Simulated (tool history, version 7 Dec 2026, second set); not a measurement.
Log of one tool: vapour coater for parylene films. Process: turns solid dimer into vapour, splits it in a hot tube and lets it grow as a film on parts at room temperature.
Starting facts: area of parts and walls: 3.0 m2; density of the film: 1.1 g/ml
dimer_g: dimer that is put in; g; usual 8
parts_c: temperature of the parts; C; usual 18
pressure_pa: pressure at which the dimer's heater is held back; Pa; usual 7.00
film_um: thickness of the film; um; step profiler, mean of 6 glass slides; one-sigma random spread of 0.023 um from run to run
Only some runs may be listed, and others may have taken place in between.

| run | day | dimer_g | parts_c | pressure_pa | film_um |
|---|---|---|---|---|---|
| 1 | 0.000 | 8 | 18 | 7.00 | 1.38 |
| 2 | 2.150 | 8 | 18 | 7.00 | 1.39 |
| 3 | 3.150 | 8 | 18 | 7.00 | 1.41 |
| 4 | 5.046 | 8 | 13 | 7.00 | 1.62 |
| 5 | 6.567 | 8 | 13 | 7.00 | 1.61 |
| 6 | 8.071 | 8 | 18 | 7.00 | 1.37 |
| 7 | 9.988 | 8 | 18 | 7.00 | 1.33 |
| 8 | 11.212 | 8 | 18 | 7.00 | 1.39 |
| 9 | 13.092 | 13 | 13 | 7.00 | 2.57 |
| 10 | 14.296 | 13 | 13 | 7.00 | 2.55 |
| 11 | 15.862 | 8 | 18 | 5.11 | 1.43 |
| 12 | 17.688 | 8 | 20 | 4.79 | 1.35 |
| 13 | 19.767 | 8 | 18 | 7.60 | 1.31 |
|  | 20.983 | trap's valve overhauled |
| 14 | 21.212 | 8 | 18 | 7.60 | 1.43 |
| 15 | 22.938 | 4 | 19 | 4.51 | 0.76 |
| 16 | 25.129 | 4 | 19 | 4.51 | 0.76 |

4 options for the next run, each taken on its own from the tool as it stands now. Forecast them:
| A | 27.200 | 5 | 23 | 4.51 | ? |
| B | 27.200 | 6 | 15 | 2.64 | ? |
| C | 27.200 | 5 | 17 | 8.81 | ? |
| D | 27.200 | 9 | 18 | 8.39 | ? |

| run | film_um |
|---|---|
| A | 0.82 |
| B | 1.43 |
| C | 0.90 |
| D | 1.56 |
What these runs would have given with no unlogged condition in the tool:
| run | film_um |
|---|---|
| A | 0.85 |
| B | 1.47 |
| C | 0.92 |
| D | 1.61 |

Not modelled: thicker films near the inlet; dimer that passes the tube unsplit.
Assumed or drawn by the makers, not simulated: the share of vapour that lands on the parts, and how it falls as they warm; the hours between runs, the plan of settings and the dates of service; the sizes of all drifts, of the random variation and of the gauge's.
